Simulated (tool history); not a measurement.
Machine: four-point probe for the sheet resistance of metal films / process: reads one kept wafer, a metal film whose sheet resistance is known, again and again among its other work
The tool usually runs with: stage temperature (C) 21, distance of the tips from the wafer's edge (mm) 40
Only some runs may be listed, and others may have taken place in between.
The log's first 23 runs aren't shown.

run,day,stage temperature (C),distance of the tips from the wafer's edge (mm),touches since the probe head was changed,hours of work since the stage's thermometer was calibrated,sheet resistance as the instrument gives it (ohm/square)
24,38.150,21,4,70161,1142,0.047641
25,40.275,21,4,72316,1169,0.047659
26,41.958,21,4,74018,1190,0.047679
27,43.904,21,4,75990,1214,0.047675
28,45.346,21,4,77447,1232,0.047674
29,46.775,30,9,78892,1250,0.045944
30,47.750,30,14,79880,1262,0.045748
31,49.529,19,47,81683,1284,0.046357
32,51.658,19,47,83840,1310,0.046344
# day 53.204: new probe head fitted
33,53.704,19,47,506,1335,0.045996
34,54.983,20,6,1802,1351,0.046602

Branching from run 34: 5 alternative next runs. What would each branch give?
A,56.662,35,6,3502,1372,?
B,56.662,18,29,3502,1372,?
C,56.662,29,38,3502,1372,?
D,56.662,30,30,3502,1372,?
E,56.662,20,9,3502,1372,?

run,sheet resistance as the instrument gives it (ohm/square)
A,0.045670
B,0.046099
C,0.045368
D,0.045327
E,0.046227
Had the tool no hidden state, the same runs would have come out as:
run,sheet resistance as the instrument gives it (ohm/square)
A,0.045834
B,0.046267
C,0.045532
D,0.045491
E,0.046395
